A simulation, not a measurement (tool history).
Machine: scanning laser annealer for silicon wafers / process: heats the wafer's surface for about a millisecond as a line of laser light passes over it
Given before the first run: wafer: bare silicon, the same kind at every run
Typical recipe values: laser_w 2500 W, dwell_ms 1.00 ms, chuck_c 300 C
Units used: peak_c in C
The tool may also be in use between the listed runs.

Run 1, hour 0.0: usual settings. Result: peak_c 1075 C.
Run 2, hour 21.0: usual settings. Result: peak_c 1075 C.
Run 3, hour 36.0: usual settings. Result: peak_c 1076 C.
Run 4, hour 52.2: usual settings. Result: peak_c 1074 C.
Run 5, hour 67.0: usual settings but chuck_c 263 C. Result: peak_c 1040 C.
Run 6, hour 81.9: usual settings but dwell_ms 1.16 ms. Result: peak_c 1130 C.
Run 7, hour 102.0: usual settings but chuck_c 287 C. Result: peak_c 1061 C.
Run 8, hour 113.7: usual settings but chuck_c 287 C. Result: peak_c 1059 C.
Run 9, hour 131.5: usual settings but chuck_c 287 C. Result: peak_c 1064 C.
Run 10, hour 144.8: usual settings but laser_w 2253 W, chuck_c 287 C. Result: peak_c 976 C.
Run 11, hour 155.5: usual settings but chuck_c 265 C. Result: peak_c 1039 C.
Run 12, hour 165.9: usual settings but dwell_ms 0.81 ms. Result: peak_c 1004 C.
Run 13, hour 176.5: usual settings but dwell_ms 0.78 ms. Result: peak_c 991 C.
Run 14, hour 187.0: usual settings but dwell_ms 0.78 ms. Result: peak_c 993 C.
Run 15, hour 208.9: usual settings but dwell_ms 0.78 ms. Result: peak_c 989 C.
Run 16, hour 218.9: usual settings but dwell_ms 0.78 ms. Result: peak_c 990 C.
Run 17, hour 228.5: usual settings but dwell_ms 0.74 ms. Result: peak_c 974 C.
At hour 238.8: optics aligned, line set to its width.
Run 18, hour 253.9: usual settings but dwell_ms 0.74 ms. Result: peak_c 974 C.
Run 19, hour 270.6: usual settings but chuck_c 309 C. Result: peak_c 1084 C.
Run 20, hour 280.0: usual settings but chuck_c 271 C. Result: peak_c 1047 C.
Run 21, hour 300.7: usual settings but chuck_c 271 C. Result: peak_c 1047 C.
Run 22, hour 313.6: usual settings but chuck_c 271 C. Result: peak_c 1046 C.

Expected results for the next run?
Run 23, hour 329.6: usual settings but laser_w 2513 W, dwell_ms 1.03 ms. Result: peak_c ?.

Run 23 came out at peak_c 1087 C.
Had the tool carried no hidden state, the very same run would have given peak_c 1088 C.
